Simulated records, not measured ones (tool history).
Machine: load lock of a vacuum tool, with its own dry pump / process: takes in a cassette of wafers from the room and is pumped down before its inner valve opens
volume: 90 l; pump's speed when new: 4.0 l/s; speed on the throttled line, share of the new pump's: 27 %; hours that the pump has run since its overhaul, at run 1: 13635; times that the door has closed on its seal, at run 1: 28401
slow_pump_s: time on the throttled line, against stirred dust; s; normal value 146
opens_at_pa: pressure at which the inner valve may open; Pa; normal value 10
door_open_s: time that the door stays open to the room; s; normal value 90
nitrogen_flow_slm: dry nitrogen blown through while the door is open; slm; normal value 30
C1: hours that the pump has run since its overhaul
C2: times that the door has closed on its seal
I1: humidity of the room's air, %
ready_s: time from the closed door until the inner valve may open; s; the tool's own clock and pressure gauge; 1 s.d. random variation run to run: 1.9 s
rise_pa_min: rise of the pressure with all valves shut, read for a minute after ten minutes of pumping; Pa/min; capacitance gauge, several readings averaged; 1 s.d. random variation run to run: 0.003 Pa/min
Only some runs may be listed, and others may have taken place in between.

{"run": 1, "hour": 0.0, "slow_pump_s": 146, "opens_at_pa": 10, "door_open_s": 90, "nitrogen_flow_slm": 30, "C1": 13635, "C2": 28401, "I1": 45.8, "ready_s": 342.3, "rise_pa_min": 0.173}
{"run": 2, "hour": 397.3, "slow_pump_s": 150, "opens_at_pa": 10, "door_open_s": 90, "nitrogen_flow_slm": 30, "C1": 14032, "C2": 29797, "I1": 45.7, "ready_s": 347.8, "rise_pa_min": 0.186}
{"run": 3, "hour": 653.6, "slow_pump_s": 94, "opens_at_pa": 10, "door_open_s": 90, "nitrogen_flow_slm": 30, "C1": 14289, "C2": 30699, "I1": 45.2, "ready_s": 304.2, "rise_pa_min": 0.192}
{"run": 4, "hour": 970.7, "slow_pump_s": 146, "opens_at_pa": 10, "door_open_s": 90, "nitrogen_flow_slm": 11, "C1": 14606, "C2": 31813, "I1": 42.9, "ready_s": 341.2, "rise_pa_min": 0.208}
{"run": 5, "hour": 1140.5, "slow_pump_s": 146, "opens_at_pa": 10, "door_open_s": 90, "nitrogen_flow_slm": 11, "C1": 14776, "C2": 32410, "I1": 43.7, "ready_s": 343.9, "rise_pa_min": 0.21}
{"run": 6, "hour": 1304.0, "slow_pump_s": 146, "opens_at_pa": 10, "door_open_s": 90, "nitrogen_flow_slm": 11, "C1": 14939, "C2": 32985, "I1": 43.7, "ready_s": 341.3, "rise_pa_min": 0.212}
{"run": 7, "hour": 1526.6, "slow_pump_s": 146, "opens_at_pa": 10, "door_open_s": 90, "nitrogen_flow_slm": 30, "C1": 15162, "C2": 33768, "I1": 41.5, "ready_s": 341.4, "rise_pa_min": 0.212}
{"run": 8, "hour": 1703.3, "slow_pump_s": 146, "opens_at_pa": 10, "door_open_s": 90, "nitrogen_flow_slm": 30, "C1": 15338, "C2": 34389, "I1": 45.6, "ready_s": 341.6, "rise_pa_min": 0.224}
{"run": 9, "hour": 2110.7, "slow_pump_s": 146, "opens_at_pa": 10, "door_open_s": 90, "nitrogen_flow_slm": 30, "C1": 15746, "C2": 35822, "I1": 41.8, "ready_s": 344.3, "rise_pa_min": 0.234}
{"run": 10, "hour": 2473.3, "slow_pump_s": 146, "opens_at_pa": 10, "door_open_s": 90, "nitrogen_flow_slm": 30, "C1": 16108, "C2": 37096, "I1": 43.9, "ready_s": 348.6, "rise_pa_min": 0.241}
{"run": 11, "hour": 2728.7, "slow_pump_s": 146, "opens_at_pa": 10, "door_open_s": 223, "nitrogen_flow_slm": 30, "C1": 16364, "C2": 37994, "I1": 46.1, "ready_s": 348.7, "rise_pa_min": 0.254}
{"run": 12, "hour": 2905.3, "slow_pump_s": 146, "opens_at_pa": 10, "door_open_s": 90, "nitrogen_flow_slm": 30, "C1": 16540, "C2": 38615, "I1": 47.6, "ready_s": 346.3, "rise_pa_min": 0.258}
{"run": 13, "hour": 3148.3, "slow_pump_s": 146, "opens_at_pa": 10, "door_open_s": 90, "nitrogen_flow_slm": 30, "C1": 16783, "C2": 39469, "I1": 44, "ready_s": 345.9, "rise_pa_min": 0.265}
{"run": 14, "hour": 3426.2, "slow_pump_s": 146, "opens_at_pa": 10, "door_open_s": 90, "nitrogen_flow_slm": 30, "C1": 17061, "C2": 40447, "I1": 46.4, "ready_s": 350.8, "rise_pa_min": 0.277}
{"run": 15, "hour": 3615.3, "slow_pump_s": 146, "opens_at_pa": 10, "door_open_s": 90, "nitrogen_flow_slm": 14, "C1": 17250, "C2": 41111, "I1": 42.8, "ready_s": 346.9, "rise_pa_min": 0.281}
{"run": 16, "hour": 3948.3, "slow_pump_s": 146, "opens_at_pa": 10, "door_open_s": 42, "nitrogen_flow_slm": 14, "C1": 17583, "C2": 42282, "I1": 44.1, "ready_s": 351.3, "rise_pa_min": 0.306}
{"run": 17, "hour": 4263.4, "slow_pump_s": 146, "opens_at_pa": 10, "door_open_s": 49, "nitrogen_flow_slm": 30, "C1": 17898, "C2": 43390, "I1": 44.1, "ready_s": 348.6, "rise_pa_min": 0.296}
{"run": 18, "hour": 4639.8, "slow_pump_s": 146, "opens_at_pa": 10, "door_open_s": 49, "nitrogen_flow_slm": 36, "C1": 18275, "C2": 44713, "I1": 45.7, "ready_s": 352, "rise_pa_min": 0.314}
{"run": 19, "hour": 4972.3, "slow_pump_s": 91, "opens_at_pa": 10, "door_open_s": 36, "nitrogen_flow_slm": 36, "C1": 18607, "C2": 45882, "I1": 48.3, "ready_s": 313.4, "rise_pa_min": 0.328}
{"run": 20, "hour": 5333.4, "slow_pump_s": 199, "opens_at_pa": 11, "door_open_s": 99, "nitrogen_flow_slm": 30, "C1": 18968, "C2": 47152, "I1": 46.6, "ready_s": 385.3, "rise_pa_min": 0.345}
{"run": 21, "hour": 5597.4, "slow_pump_s": 77, "opens_at_pa": 16, "door_open_s": 132, "nitrogen_flow_slm": 30, "C1": 19232, "C2": 48080, "I1": 43.8, "ready_s": 290.3, "rise_pa_min": 0.358}
{"run": 22, "hour": 5823.0, "slow_pump_s": 224, "opens_at_pa": 19, "door_open_s": 31, "nitrogen_flow_slm": 6, "C1": 19458, "C2": 48873, "I1": 43.4, "ready_s": 385.4, "rise_pa_min": 0.365}
{"run": 23, "hour": 6204.8, "slow_pump_s": 87, "opens_at_pa": 10, "door_open_s": 138, "nitrogen_flow_slm": 29, "C1": 19840, "C2": 50215, "I1": 47.3, "ready_s": 314, "rise_pa_min": 0.377}
{"run": 24, "hour": 6509.5, "slow_pump_s": 115, "opens_at_pa": 14, "door_open_s": 208, "nitrogen_flow_slm": 5, "C1": 20144, "C2": 51286, "I1": 46.2, "ready_s": 322.9, "rise_pa_min": 0.407}
{"run": 25, "hour": 6777.8, "slow_pump_s": 115, "opens_at_pa": 14, "door_open_s": 208, "nitrogen_flow_slm": 5, "C1": 20413, "C2": 52230, "I1": 42, "ready_s": 327.1, "rise_pa_min": 0.415}
{"run": 26, "hour": 7169.3, "slow_pump_s": 146, "opens_at_pa": 10, "door_open_s": 66, "nitrogen_flow_slm": 30, "C1": 20804, "C2": 53606, "I1": 45.6, "ready_s": 355.4, "rise_pa_min": 0.414}
{"run": 27, "hour": 7357.1, "slow_pump_s": 146, "opens_at_pa": 10, "door_open_s": 66, "nitrogen_flow_slm": 30, "C1": 20992, "C2": 54267, "I1": 48.2, "ready_s": 355.2, "rise_pa_min": 0.415}
{"run": 28, "hour": 7685.3, "slow_pump_s": 146, "opens_at_pa": 10, "door_open_s": 66, "nitrogen_flow_slm": 30, "C1": 21320, "C2": 55420, "I1": 44.2, "ready_s": 360.9, "rise_pa_min": 0.43}
{"run": 29, "hour": 7923.6, "slow_pump_s": 146, "opens_at_pa": 10, "door_open_s": 66, "nitrogen_flow_slm": 30, "C1": 21559, "C2": 56258, "I1": 46.1, "ready_s": 361.2, "rise_pa_min": 0.447}
{"run": 30, "hour": 8226.1, "slow_pump_s": 210, "opens_at_pa": 10, "door_open_s": 155, "nitrogen_flow_slm": 30, "C1": 21861, "C2": 57322, "I1": 48.2, "ready_s": 402.7, "rise_pa_min": 0.464}
{"hour": 8394.1, "done": "door's seal changed, seat wiped"}
{"run": 31, "hour": 8619.9, "slow_pump_s": 210, "opens_at_pa": 10, "door_open_s": 155, "nitrogen_flow_slm": 30, "C1": 22253, "C2": 794, "I1": 44.1, "ready_s": 401.4, "rise_pa_min": 0.026}
{"run": 32, "hour": 8788.8, "slow_pump_s": 146, "opens_at_pa": 11, "door_open_s": 90, "nitrogen_flow_slm": 30, "C1": 22422, "C2": 1388, "I1": 41, "ready_s": 359, "rise_pa_min": 0.021}
{"run": 33, "hour": 9163.7, "slow_pump_s": 85, "opens_at_pa": 9, "door_open_s": 101, "nitrogen_flow_slm": 18, "C1": 22797, "C2": 2706, "I1": 45.1, "ready_s": 325.2, "rise_pa_min": 0.034}
{"run": 34, "hour": 9385.5, "slow_pump_s": 189, "opens_at_pa": 9, "door_open_s": 80, "nitrogen_flow_slm": 33, "C1": 23019, "C2": 3486, "I1": 45.3, "ready_s": 391.9, "rise_pa_min": 0.029}
{"run": 35, "hour": 9744.0, "slow_pump_s": 130, "opens_at_pa": 18, "door_open_s": 97, "nitrogen_flow_slm": 15, "C1": 23377, "C2": 4746, "I1": 44.4, "ready_s": 336.4, "rise_pa_min": 0.035}
{"run": 36, "hour": 10124.0, "slow_pump_s": 193, "opens_at_pa": 8, "door_open_s": 178, "nitrogen_flow_slm": 30, "C1": 23758, "C2": 6082, "I1": 45.5, "ready_s": 397.2, "rise_pa_min": 0.041}

4 ways to go on from here, each from the tool as it stands after run 36. What would each give?
{"run": "A", "hour": 10475.3, "slow_pump_s": 146, "opens_at_pa": 10, "door_open_s": 38, "nitrogen_flow_slm": 30, "C1": 24109, "C2": 7317, "I1": 48.1, "ready_s": "?", "rise_pa_min": "?"}
{"run": "B", "hour": 10475.3, "slow_pump_s": 155, "opens_at_pa": 10, "door_open_s": 90, "nitrogen_flow_slm": 30, "C1": 24109, "C2": 7317, "I1": 46, "ready_s": "?", "rise_pa_min": "?"}
{"run": "C", "hour": 10475.3, "slow_pump_s": 193, "opens_at_pa": 8, "door_open_s": 178, "nitrogen_flow_slm": 36, "C1": 24109, "C2": 7317, "I1": 43.4, "ready_s": "?", "rise_pa_min": "?"}
{"run": "D", "hour": 10475.3, "slow_pump_s": 193, "opens_at_pa": 8, "door_open_s": 71, "nitrogen_flow_slm": 20, "C1": 24109, "C2": 7317, "I1": 43.5, "ready_s": "?", "rise_pa_min": "?"}

run=A ready_s=367.8 rise_pa_min=0.035
run=B ready_s=367.5 rise_pa_min=0.037
run=C ready_s=404.6 rise_pa_min=0.041
run=D ready_s=400.7 rise_pa_min=0.038
Stripped of hidden state, with their random variation kept, the same runs would have yielded:
run=A ready_s=317.6 rise_pa_min=0.014
run=B ready_s=319.4 rise_pa_min=0.016
run=C ready_s=356.9 rise_pa_min=0.021
run=D ready_s=353.5 rise_pa_min=0.017

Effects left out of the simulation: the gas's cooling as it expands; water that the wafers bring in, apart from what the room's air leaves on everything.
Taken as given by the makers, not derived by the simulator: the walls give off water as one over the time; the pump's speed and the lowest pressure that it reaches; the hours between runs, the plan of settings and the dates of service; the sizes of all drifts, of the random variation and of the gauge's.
